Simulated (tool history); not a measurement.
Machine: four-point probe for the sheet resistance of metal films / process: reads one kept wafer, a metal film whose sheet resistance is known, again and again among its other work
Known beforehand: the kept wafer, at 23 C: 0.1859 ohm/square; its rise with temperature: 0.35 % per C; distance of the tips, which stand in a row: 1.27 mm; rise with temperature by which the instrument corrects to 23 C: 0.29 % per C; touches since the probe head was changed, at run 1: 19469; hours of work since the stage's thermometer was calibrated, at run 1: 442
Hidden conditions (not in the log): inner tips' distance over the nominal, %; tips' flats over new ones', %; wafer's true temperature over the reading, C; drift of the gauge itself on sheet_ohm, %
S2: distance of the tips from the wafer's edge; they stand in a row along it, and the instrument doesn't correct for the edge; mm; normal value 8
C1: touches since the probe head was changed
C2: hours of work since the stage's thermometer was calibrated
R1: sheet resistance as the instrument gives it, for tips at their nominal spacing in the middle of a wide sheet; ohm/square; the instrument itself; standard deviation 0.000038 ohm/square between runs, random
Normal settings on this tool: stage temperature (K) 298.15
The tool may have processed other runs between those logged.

run 1 hour=0.0 | stage_temperature_(K)=298.15 S2=8 | C1=19469 C2=442 | R1=0.189008
run 2 hour=13.4 | stage_temperature_(K)=305.15 S2=8 | C1=20108 C2=452 | R1=0.189820
run 3 hour=21.6 | stage_temperature_(K)=298.15 S2=8 | C1=20494 C2=458 | R1=0.189055
run 4 hour=29.6 | stage_temperature_(K)=298.15 S2=7 | C1=20875 C2=464 | R1=0.189794
run 5 hour=45.6 | stage_temperature_(K)=298.15 S2=8 | C1=21636 C2=477 | R1=0.188976
run 6 hour=56.7 | stage_temperature_(K)=298.15 S2=8 | C1=22163 C2=485 | R1=0.188950
run 7 hour=70.2 | stage_temperature_(K)=298.15 S2=8 | C1=22803 C2=496 | R1=0.188919
run 8 hour=78.2 | stage_temperature_(K)=304.15 S2=15 | C1=23183 C2=502 | R1=0.187870
run 9 hour=96.5 | stage_temperature_(K)=301.15 S2=32 | C1=24055 C2=516 | R1=0.186987
run 10 hour=107.4 | stage_temperature_(K)=303.15 S2=24 | C1=24570 C2=524 | R1=0.187312

Consider 5 possible next runs. They are alternatives, not a sequence: every one starts from the tool as it was left by run 10. What does each give?
run A hour=122.5 | stage_temperature_(K)=293.15 S2=10 | C1=25288 C2=536 | R1=?
run B hour=122.5 | stage_temperature_(K)=303.15 S2=34 | C1=25288 C2=536 | R1=?
run C hour=122.5 | stage_temperature_(K)=304.15 S2=20 | C1=25288 C2=536 | R1=?
run D hour=122.5 | stage_temperature_(K)=300.15 S2=4 | C1=25288 C2=536 | R1=?
run E hour=122.5 | stage_temperature_(K)=302.15 S2=48 | C1=25288 C2=536 | R1=?

run=A R1=0.187460
run=B R1=0.187158
run=C R1=0.187564
run=D R1=0.196283
run=E R1=0.186951
Without the tool's hidden state the same runs would have given:
run=A R1=0.187140
run=B R1=0.186842
run=C R1=0.187248
run=D R1=0.195951
run=E R1=0.186635
